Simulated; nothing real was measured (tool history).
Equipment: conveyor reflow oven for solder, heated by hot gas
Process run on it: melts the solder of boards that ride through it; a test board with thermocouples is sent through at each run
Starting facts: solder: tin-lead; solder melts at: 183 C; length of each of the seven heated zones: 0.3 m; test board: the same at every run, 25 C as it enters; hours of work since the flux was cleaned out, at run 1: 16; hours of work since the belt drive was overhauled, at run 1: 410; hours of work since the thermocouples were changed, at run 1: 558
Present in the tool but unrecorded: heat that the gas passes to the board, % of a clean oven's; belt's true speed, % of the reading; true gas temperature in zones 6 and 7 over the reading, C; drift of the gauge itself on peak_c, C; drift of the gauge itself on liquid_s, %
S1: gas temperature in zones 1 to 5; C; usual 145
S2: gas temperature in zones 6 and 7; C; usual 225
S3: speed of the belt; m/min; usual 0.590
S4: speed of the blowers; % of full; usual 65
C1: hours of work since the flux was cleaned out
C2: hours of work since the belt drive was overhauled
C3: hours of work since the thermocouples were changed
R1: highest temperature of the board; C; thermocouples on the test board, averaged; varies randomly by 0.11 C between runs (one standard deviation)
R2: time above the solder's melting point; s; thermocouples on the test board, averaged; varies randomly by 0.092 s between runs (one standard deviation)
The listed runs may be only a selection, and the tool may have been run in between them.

run 1 hour=0.0 | S1=145 S2=225 S3=0.590 S4=65 | C1=16 C2=410 C3=558 | R1=208.7 R2=42.12
run 2 hour=10.3 | S1=145 S2=225 S3=0.590 S4=65 | C1=24 C2=418 C3=566 | R1=208.5 R2=42.14
run 3 hour=16.2 | S1=145 S2=225 S3=0.590 S4=65 | C1=28 C2=423 C3=570 | R1=208.5 R2=42.25
run 4 hour=26.7 | S1=145 S2=225 S3=0.590 S4=65 | C1=36 C2=431 C3=578 | R1=208.7 R2=41.98
run 5 hour=38.1 | S1=145 S2=225 S3=0.590 S4=65 | C1=45 C2=439 C3=587 | R1=208.7 R2=42.09
run 6 hour=46.6 | S1=145 S2=225 S3=0.590 S4=65 | C1=51 C2=446 C3=594 | R1=208.6 R2=42.19
run 7 hour=61.0 | S1=145 S2=225 S3=0.590 S4=51 | C1=62 C2=457 C3=605 | R1=204.5 R2=37.47
run 8 hour=67.5 | S1=145 S2=225 S3=0.590 S4=65 | C1=67 C2=462 C3=610 | R1=208.3 R2=42.04
run 9 hour=78.9 | S1=145 S2=225 S3=0.590 S4=65 | C1=76 C2=470 C3=618 | R1=208.5 R2=42.10
run 10 hour=86.7 | S1=145 S2=225 S3=0.590 S4=65 | C1=82 C2=476 C3=624 | R1=208.6 R2=41.97
run 11 hour=101.0 | S1=145 S2=225 S3=0.590 S4=65 | C1=93 C2=487 C3=635 | R1=208.3 R2=42.04
-- hour=107.3 flux residue cleaned out of gas plates and filters
run 12 hour=114.5 | S1=145 S2=225 S3=0.590 S4=65 | C1=5 C2=494 C3=641 | R1=208.2 R2=41.85
run 13 hour=124.5 | S1=145 S2=225 S3=0.590 S4=65 | C1=13 C2=501 C3=649 | R1=208.2 R2=41.75
run 14 hour=137.8 | S1=145 S2=230 S3=0.590 S4=65 | C1=23 C2=511 C3=659 | R1=212.5 R2=44.94
-- hour=149.1 thermocouples of zones 6 and 7 changed
run 15 hour=153.4 | S1=145 S2=230 S3=0.590 S4=65 | C1=34 C2=522 C3=3 | R1=213.3 R2=45.59
run 16 hour=161.4 | S1=145 S2=219 S3=0.602 S4=78 | C1=40 C2=528 C3=9 | R1=206.0 R2=40.10
run 17 hour=168.1 | S1=145 S2=219 S3=0.602 S4=89 | C1=45 C2=533 C3=14 | R1=207.8 R2=42.09
run 18 hour=182.4 | S1=145 S2=219 S3=0.602 S4=89 | C1=56 C2=544 C3=25 | R1=207.7 R2=41.97
-- hour=195.9 flux residue cleaned out of gas plates and filters, once more
run 19 hour=199.5 | S1=138 S2=225 S3=0.602 S4=65 | C1=3 C2=553 C3=34 | R1=207.7 R2=38.31
run 20 hour=206.8 | S1=143 S2=225 S3=0.602 S4=65 | C1=8 C2=558 C3=40 | R1=208.4 R2=40.71
run 21 hour=213.6 | S1=143 S2=225 S3=0.602 S4=65 | C1=13 C2=564 C3=45 | R1=208.8 R2=40.46
run 22 hour=219.8 | S1=145 S2=225 S3=0.490 S4=56 | C1=18 C2=568 C3=50 | R1=212.6 R2=55.45
run 23 hour=227.7 | S1=131 S2=237 S3=0.664 S4=65 | C1=24 C2=574 C3=56 | R1=212.2 R2=35.79
run 24 hour=237.8 | S1=130 S2=230 S3=0.688 S4=81 | C1=32 C2=582 C3=64 | R1=209.4 R2=32.81
run 25 hour=246.3 | S1=156 S2=224 S3=0.590 S4=61 | C1=38 C2=588 C3=70 | R1=210.0 R2=47.38
run 26 hour=252.9 | S1=145 S2=225 S3=0.549 S4=65 | C1=43 C2=593 C3=75 | R1=211.2 R2=48.48
run 27 hour=262.2 | S1=145 S2=225 S3=0.549 S4=63 | C1=50 C2=601 C3=82 | R1=211.0 R2=47.94
run 28 hour=275.4 | S1=145 S2=225 S3=0.549 S4=63 | C1=60 C2=611 C3=92 | R1=210.9 R2=47.88
run 29 hour=281.2 | S1=145 S2=225 S3=0.549 S4=63 | C1=65 C2=615 C3=97 | R1=210.9 R2=47.71
run 30 hour=292.1 | S1=145 S2=225 S3=0.549 S4=63 | C1=73 C2=623 C3=105 | R1=210.8 R2=47.91

How the hidden state differs across the entries between the runs, from the last listed run before each to the first after it:
After run 11, before run 12: flux residue cleaned out of gas plates and filters (hour 107.3)
  heat that the gas passes to the board, % of a clean oven's: 98.1 -> 97.6; belt's true speed, % of the reading: 98.69 -> 98.67; true gas temperature in zones 6 and 7 over the reading, C: -1.27 -> -1.28
  measured less the result without the state, R1: -1.1 -> -1.2 C; R2: -0.29 -> -0.39 s
After run 14, before run 15: thermocouples of zones 6 and 7 changed (hour 149.1)
  heat that the gas passes to the board, % of a clean oven's: 97.2 -> 97; belt's true speed, % of the reading: 98.62 -> 98.59; true gas temperature in zones 6 and 7 over the reading, C: -1.31 -> -0.06
  measured less the result without the state, R1: -1.3 -> -0.3 C; R2: -0.28 -> +0.45 s
After run 18, before run 19: flux residue cleaned out of gas plates and filters, once more (hour 195.9)
  heat that the gas passes to the board, % of a clean oven's: 96.7 -> 99; belt's true speed, % of the reading: 98.54 -> 98.51; true gas temperature in zones 6 and 7 over the reading, C: -0.09 -> -0.1
  measured less the result without the state, R1: -0.5 -> +0.2 C; R2: +0.16 -> +0.78 s
